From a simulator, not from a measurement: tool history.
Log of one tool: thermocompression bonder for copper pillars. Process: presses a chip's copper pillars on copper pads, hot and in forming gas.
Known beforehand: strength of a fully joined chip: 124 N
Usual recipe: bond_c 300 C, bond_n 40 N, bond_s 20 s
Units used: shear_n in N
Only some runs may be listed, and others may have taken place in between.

Run 1, hour 0: usual settings. Result: shear_n 61 N.
Run 2, hour 6.2: usual settings. Result: shear_n 60.3 N.
Run 3, hour 18.8: usual settings. Result: shear_n 60.2 N.
Run 4, hour 26.5: usual settings. Result: shear_n 59.3 N.
Run 5, hour 36.3: usual settings. Result: shear_n 60 N.
Run 6, hour 45.4: usual settings. Result: shear_n 61.1 N.
Run 7, hour 56.1: usual settings. Result: shear_n 60.4 N.
Run 8, hour 68.7: usual settings. Result: shear_n 60.3 N.
Run 9, hour 81.9: usual settings. Result: shear_n 60.2 N.
At hour 84.1: force cell calibrated.
Run 10, hour 91.9: usual settings but bond_s 29 s. Result: shear_n 69 N.
Run 11, hour 103.9: usual settings but bond_s 16 s. Result: shear_n 56.3 N.
Run 12, hour 113.4: usual settings but bond_c 322 C, bond_n 39 N, bond_s 35 s. Result: shear_n 87.3 N.
Run 13, hour 121.6: usual settings but bond_c 322 C, bond_n 39 N, bond_s 35 s. Result: shear_n 86.7 N.
Run 14, hour 130.1: usual settings but bond_c 320 C, bond_s 29 s. Result: shear_n 81.5 N.
Run 15, hour 136.9: usual settings but bond_c 309 C, bond_n 33 N, bond_s 46 s. Result: shear_n 75.9 N.
Run 16, hour 150.3: usual settings but bond_c 309 C, bond_n 32 N, bond_s 14 s. Result: shear_n 51.6 N.
Run 17, hour 156.4: usual settings but bond_c 322 C, bond_n 37 N, bond_s 17 s. Result: shear_n 69.8 N.
Run 18, hour 165.6: usual settings but bond_c 297 C, bond_s 49 s. Result: shear_n 76.4 N.
At hour 169.9: force cell calibrated, once more.
Run 19, hour 180.4: usual settings but bond_c 292 C, bond_s 44 s. Result: shear_n 69.9 N.
Run 20, hour 191.6: usual settings but bond_c 292 C, bond_s 44 s. Result: shear_n 69.7 N.
Run 21, hour 205.3: usual settings but bond_c 292 C, bond_s 44 s. Result: shear_n 69.8 N.
Run 22, hour 215.6: usual settings but bond_c 292 C, bond_s 44 s. Result: shear_n 70.6 N.

Below, some changes in shear_n between adjacent runs. For each, the amount present without the hidden state too (settings, incoming material, random variation) and the amount remaining for the hidden state with gauge scatter not shared by both compared results:
The hidden state here: true temperature of the bond over the reading, C; force that reaches the chip, % of what is set; oxide that the forming gas leaves, % of the face; drift of the gauge itself on shear_n, %.
Run 11 -> 12: bond_c 300 -> 322, bond_n 40 -> 39, bond_s 16 -> 35. shear_n +31 N: hidden state -2.1, all else +33.1.
Run 15 -> 16: bond_n 33 -> 32, bond_s 46 -> 14. shear_n -24.3 N: hidden state +1, all else -25.3.
